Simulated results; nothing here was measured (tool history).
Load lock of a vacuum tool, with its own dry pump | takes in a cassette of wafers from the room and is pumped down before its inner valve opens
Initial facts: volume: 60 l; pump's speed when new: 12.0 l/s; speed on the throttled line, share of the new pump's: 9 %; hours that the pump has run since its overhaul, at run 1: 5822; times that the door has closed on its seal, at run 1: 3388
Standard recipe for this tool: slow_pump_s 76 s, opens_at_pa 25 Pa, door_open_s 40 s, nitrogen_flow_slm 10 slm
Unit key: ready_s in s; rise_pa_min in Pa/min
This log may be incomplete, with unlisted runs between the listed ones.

run,hour,slow_pump_s,opens_at_pa,door_open_s,nitrogen_flow_slm,hours that the pump has run since its overhaul,times that the door has closed on its seal,"incoming humidity of the room's air, %",ready_s,rise_pa_min
1,0.0,76,25,40,10,5822,3388,46.9,112.5,0.027
2,199.4,88,25,40,10,6022,4003,43.0,123.2,0.026
3,371.5,88,25,40,10,6194,4534,44.4,123.1,0.024
4,598.2,76,27,40,10,6420,5233,40.3,112.2,0.036
5,800.6,76,27,40,10,6623,5857,47.5,112.9,0.032
6,1023.1,42,25,40,10,6845,6543,45.3,82.4,0.033
7,1173.1,76,25,40,14,6995,7006,46.5,113.2,0.036
8,1337.5,76,25,40,14,7160,7513,46.3,112.9,0.035
9,1598.7,76,25,80,14,7421,8318,43.2,112.8,0.040
10,1863.2,76,25,80,14,7685,9134,44.9,113.0,0.049
11,2035.0,76,25,80,14,7857,9664,43.8,113.2,0.047
12,2251.1,43,25,40,10,8073,10330,44.3,82.8,0.053
13,2418.5,49,25,40,10,8241,10846,42.9,88.5,0.056
14,2548.6,76,25,40,17,8371,11247,42.2,113.1,0.051
15,2712.3,112,28,40,36,8534,11752,42.0,145.1,0.049

Estimate the outcome of run 16 from the log above:
16,2937.1,96,29,63,10,8759,12445,44.5,?,?

Run 16 gave ready_s 130.9 s, rise_pa_min 0.063 Pa/min.
Take away the tool's hidden state, keep the run-to-run variation as it was, and the same run would have given ready_s 129.2 s, rise_pa_min 0.017 Pa/min.
